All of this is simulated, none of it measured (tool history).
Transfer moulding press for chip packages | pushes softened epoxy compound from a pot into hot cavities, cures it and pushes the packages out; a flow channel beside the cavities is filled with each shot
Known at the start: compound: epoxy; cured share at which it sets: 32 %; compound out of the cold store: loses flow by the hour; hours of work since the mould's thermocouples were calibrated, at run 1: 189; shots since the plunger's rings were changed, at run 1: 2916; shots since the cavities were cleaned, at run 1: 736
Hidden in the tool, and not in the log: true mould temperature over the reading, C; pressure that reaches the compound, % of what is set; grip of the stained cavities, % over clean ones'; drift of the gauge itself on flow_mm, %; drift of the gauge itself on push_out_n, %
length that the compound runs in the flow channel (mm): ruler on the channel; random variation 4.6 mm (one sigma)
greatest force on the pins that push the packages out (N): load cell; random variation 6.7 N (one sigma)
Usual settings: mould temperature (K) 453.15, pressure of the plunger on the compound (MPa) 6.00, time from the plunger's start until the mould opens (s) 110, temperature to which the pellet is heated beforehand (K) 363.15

run	day	mould temperature (K)	pressure of the plunger on the compound (MPa)	time from the plunger's start until the mould opens (s)	temperature to which the pellet is heated beforehand (K)	hours of work since the mould's thermocouples were calibrated	shots since the plunger's rings were changed	shots since the cavities were cleaned	incoming compound's hours out of the cold store	length that the compound runs in the flow channel (mm)	greatest force on the pins that push the packages out (N)
1	0.000	453.15	6.00	110	363.15	189	2916	736	29.5	733	289
2	0.371	453.15	6.00	110	357.15	193	2986	806	44.2	678	270
3	1.196	453.15	6.00	110	357.15	203	3142	962	35.7	707	274
# day 1.646: cavities cleaned with cleaning compound and waxed
4	1.675	453.15	6.00	110	363.15	208	3221	5	12.4	796	287
5	2.025	453.15	6.00	110	363.15	213	3288	72	47.4	673	256
6	2.767	453.15	6.00	110	363.15	222	3428	212	39.2	707	268
7	3.608	453.15	6.00	110	363.15	232	3587	371	8.7	801	270
8	4.288	452.15	4.91	110	363.15	240	3716	500	25.0	672	278
9	4.879	452.15	4.91	110	363.15	248	3828	612	12.8	711	296
10	5.375	452.15	4.91	136	363.15	254	3922	706	12.9	719	242
11	5.833	452.15	4.91	136	363.15	259	4008	792	32.9	654	244
12	6.579	453.15	6.00	110	363.15	268	4149	933	42.9	690	267
13	6.950	447.15	6.00	110	369.15	273	4220	1004	25.0	767	400
# day 7.183: cavities cleaned with cleaning compound and waxed
14	7.808	447.15	6.00	110	369.15	283	4371	119	14.0	814	381

Forecast each of these 5 alternatives for the next run:
A	8.600	454.15	6.00	110	369.15	292	4520	268	25.6	?	?
B	8.600	446.15	4.64	149	369.15	292	4520	268	37.2	?	?
C	8.600	448.15	6.72	110	353.15	292	4520	268	25.1	?	?
D	8.600	452.15	6.00	110	362.15	292	4520	268	22.5	?	?
E	8.600	459.15	6.00	112	363.15	292	4520	268	47.1	?	?

run	length that the compound runs in the flow channel (mm)	greatest force on the pins that push the packages out (N)
A	740	261
B	641	251
C	808	369
D	756	280
E	666	249
Without the tool's hidden state the same runs would have given:
run	length that the compound runs in the flow channel (mm)	greatest force on the pins that push the packages out (N)
A	740	260
B	642	250
C	808	367
D	757	278
E	666	248
